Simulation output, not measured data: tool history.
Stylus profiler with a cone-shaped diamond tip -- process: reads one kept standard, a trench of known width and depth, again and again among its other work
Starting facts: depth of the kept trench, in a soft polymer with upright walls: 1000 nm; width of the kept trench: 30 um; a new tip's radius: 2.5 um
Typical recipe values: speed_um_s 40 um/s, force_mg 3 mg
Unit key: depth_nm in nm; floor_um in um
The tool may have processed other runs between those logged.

run	hour	speed_um_s	force_mg	depth_nm	floor_um
1	0	40	3	1013.97	25.79
2	13.7	40	3	1013.85	25.84
3	28.7	15	3	1013.83	25.99
4	53.7	15	3	1013.66	25.91
5	73.8	15	2.04	1010.74	25.92
6	94.4	30	3	1013.86	25.86
7	113	30	3	1013.91	25.87
8	127.5	30	3	1013.59	25.87
9	152.1	30	8.95	1028.42	25.94
10	163.9	30	8.95	1028.62	25.92
11	184.9	30	8.95	1028.79	25.96
12	205.8	30	8.95	1028.76	25.97
13	224.6	31	2.38	1011.96	25.86
14	248.7	81	5.93	1021.41	25.73
15	273.5	37	1.84	1009.74	25.83
16	286.1	21	1.72	1009.52	25.85
17	299.2	21	1.72	1009.78	25.92
18	313.5	124	3	1014.01	25.55

What will run 19 give?
19	328.6	124	3	?	?

depth_nm: 1013.67 nm
floor_um: 25.47 um
Were there no unlogged condition in the tool, this run, its random variation unchanged, would have produced depth_nm 1013.68 nm, floor_um 25.47 um.
